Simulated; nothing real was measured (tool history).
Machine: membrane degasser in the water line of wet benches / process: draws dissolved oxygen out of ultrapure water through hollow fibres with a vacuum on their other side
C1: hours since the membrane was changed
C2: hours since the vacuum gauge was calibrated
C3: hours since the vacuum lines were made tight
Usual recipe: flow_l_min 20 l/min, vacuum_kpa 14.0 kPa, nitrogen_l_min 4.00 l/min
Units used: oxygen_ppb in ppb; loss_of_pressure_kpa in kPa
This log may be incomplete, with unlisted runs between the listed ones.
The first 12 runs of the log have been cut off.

run 13 hour=703.2 | flow_l_min=20 vacuum_kpa=14.0 nitrogen_l_min=4.00 | C1=2012 C2=2801 C3=4773 | oxygen_ppb=204.4 loss_of_pressure_kpa=32.15
run 14 hour=790.5 | flow_l_min=20 vacuum_kpa=14.0 nitrogen_l_min=4.00 | C1=2099 C2=2888 C3=4860 | oxygen_ppb=204.1 loss_of_pressure_kpa=32.36
run 15 hour=854.4 | flow_l_min=20 vacuum_kpa=14.0 nitrogen_l_min=4.00 | C1=2163 C2=2952 C3=4924 | oxygen_ppb=202.0 loss_of_pressure_kpa=32.11
run 16 hour=929.6 | flow_l_min=20 vacuum_kpa=14.0 nitrogen_l_min=4.00 | C1=2238 C2=3027 C3=4999 | oxygen_ppb=203.1 loss_of_pressure_kpa=32.07
run 17 hour=984.3 | flow_l_min=20 vacuum_kpa=14.0 nitrogen_l_min=4.00 | C1=2293 C2=3082 C3=5054 | oxygen_ppb=203.3 loss_of_pressure_kpa=32.14
run 18 hour=1057.3 | flow_l_min=13 vacuum_kpa=10.4 nitrogen_l_min=3.47 | C1=2366 C2=3155 C3=5127 | oxygen_ppb=89.2 loss_of_pressure_kpa=21.00
run 19 hour=1118.6 | flow_l_min=13 vacuum_kpa=10.4 nitrogen_l_min=3.47 | C1=2427 C2=3216 C3=5188 | oxygen_ppb=90.4 loss_of_pressure_kpa=20.92
run 20 hour=1158.6 | flow_l_min=13 vacuum_kpa=10.4 nitrogen_l_min=3.47 | C1=2467 C2=3256 C3=5228 | oxygen_ppb=88.0 loss_of_pressure_kpa=20.94
run 21 hour=1219.5 | flow_l_min=20 vacuum_kpa=29.8 nitrogen_l_min=4.00 | C1=2528 C2=3317 C3=5289 | oxygen_ppb=389.9 loss_of_pressure_kpa=32.11
-- hour=1228.6 seals of the vacuum lines changed
run 22 hour=1280.7 | flow_l_min=19 vacuum_kpa=18.3 nitrogen_l_min=9.40 | C1=2587 C2=3376 C3=52 | oxygen_ppb=140.3 loss_of_pressure_kpa=30.61
run 23 hour=1365.8 | flow_l_min=18 vacuum_kpa=9.7 nitrogen_l_min=10.57 | C1=2672 C2=3461 C3=137 | oxygen_ppb=82.9 loss_of_pressure_kpa=29.16
run 24 hour=1458.0 | flow_l_min=19 vacuum_kpa=16.4 nitrogen_l_min=5.40 | C1=2764 C2=3554 C3=229 | oxygen_ppb=177.4 loss_of_pressure_kpa=30.65
run 25 hour=1503.6 | flow_l_min=21 vacuum_kpa=15.2 nitrogen_l_min=5.93 | C1=2810 C2=3599 C3=275 | oxygen_ppb=187.6 loss_of_pressure_kpa=34.14
run 26 hour=1570.7 | flow_l_min=21 vacuum_kpa=15.2 nitrogen_l_min=5.93 | C1=2877 C2=3666 C3=342 | oxygen_ppb=185.0 loss_of_pressure_kpa=33.90
run 27 hour=1650.6 | flow_l_min=13 vacuum_kpa=11.8 nitrogen_l_min=10.91 | C1=2957 C2=3746 C3=422 | oxygen_ppb=46.5 loss_of_pressure_kpa=21.03
run 28 hour=1710.3 | flow_l_min=16 vacuum_kpa=11.8 nitrogen_l_min=11.93 | C1=3017 C2=3806 C3=482 | oxygen_ppb=69.4 loss_of_pressure_kpa=25.80
run 29 hour=1765.8 | flow_l_min=26 vacuum_kpa=8.9 nitrogen_l_min=2.75 | C1=3072 C2=3861 C3=537 | oxygen_ppb=264.0 loss_of_pressure_kpa=42.05
run 30 hour=1831.0 | flow_l_min=20 vacuum_kpa=13.9 nitrogen_l_min=7.35 | C1=3137 C2=3927 C3=602 | oxygen_ppb=146.2 loss_of_pressure_kpa=32.74
run 31 hour=1919.5 | flow_l_min=29 vacuum_kpa=14.7 nitrogen_l_min=1.89 | C1=3226 C2=4015 C3=691 | oxygen_ppb=550.5 loss_of_pressure_kpa=46.89
run 32 hour=1997.7 | flow_l_min=13 vacuum_kpa=17.4 nitrogen_l_min=6.25 | C1=3304 C2=4093 C3=769 | oxygen_ppb=94.4 loss_of_pressure_kpa=21.29

Predict each of these 3 candidate next runs independently; none follows another, all start after run 32:
-- hour=2054.6 vacuum gauge calibrated
run A hour=2058.5 | flow_l_min=25 vacuum_kpa=11.3 nitrogen_l_min=1.90 | C1=3364 C2=4 C3=829 | oxygen_ppb=? loss_of_pressure_kpa=?
-- hour=2054.6 vacuum gauge calibrated
run B hour=2058.5 | flow_l_min=13 vacuum_kpa=9.4 nitrogen_l_min=3.12 | C1=3364 C2=4 C3=829 | oxygen_ppb=? loss_of_pressure_kpa=?
-- hour=2054.6 vacuum gauge calibrated
run C hour=2058.5 | flow_l_min=20 vacuum_kpa=13.8 nitrogen_l_min=1.67 | C1=3364 C2=4 C3=829 | oxygen_ppb=? loss_of_pressure_kpa=?

run=A oxygen_ppb=361.2 loss_of_pressure_kpa=40.91
run=B oxygen_ppb=85.3 loss_of_pressure_kpa=20.97
run=C oxygen_ppb=356.9 loss_of_pressure_kpa=32.43
Without the tool's unlogged condition, the same runs would have read:
run=A oxygen_ppb=350.8 loss_of_pressure_kpa=40.18
run=B oxygen_ppb=82.4 loss_of_pressure_kpa=20.60
run=C oxygen_ppb=349.5 loss_of_pressure_kpa=31.84
